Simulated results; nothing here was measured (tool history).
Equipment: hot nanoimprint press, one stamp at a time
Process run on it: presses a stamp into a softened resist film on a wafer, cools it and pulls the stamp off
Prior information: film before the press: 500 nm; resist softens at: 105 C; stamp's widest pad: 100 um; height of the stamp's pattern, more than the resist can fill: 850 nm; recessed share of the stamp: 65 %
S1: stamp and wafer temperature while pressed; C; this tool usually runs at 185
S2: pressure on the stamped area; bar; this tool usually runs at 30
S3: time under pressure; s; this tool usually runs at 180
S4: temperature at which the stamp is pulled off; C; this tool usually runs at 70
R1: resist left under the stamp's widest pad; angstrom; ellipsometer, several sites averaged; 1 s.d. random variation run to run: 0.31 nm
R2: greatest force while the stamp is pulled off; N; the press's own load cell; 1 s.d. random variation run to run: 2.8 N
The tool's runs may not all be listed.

run,hour,S1,S2,S3,S4,R1,R2
1,0,185,30,180,70,1858,141
2,10.2,185,30,180,70,1864,147
3,24.2,174,30,180,70,2949,150
# hour 28.9: plate thermocouple calibrated
4,37,185,27.7,180,70,1910,150
5,53.4,185,27.7,180,70,1907,150
6,65.7,185,27.7,180,70,1904,151
7,78.5,185,27.7,180,70,1910,151
8,94.7,185,30,180,61,1836,173

For run 9, what comes out?
9,105.6,185,30,180,61,?,?

Run 9 measured R1 1833 angstrom, R2 168 N.
With no hidden state in the tool, this same run would have given R1 1894 angstrom, R2 160 N.
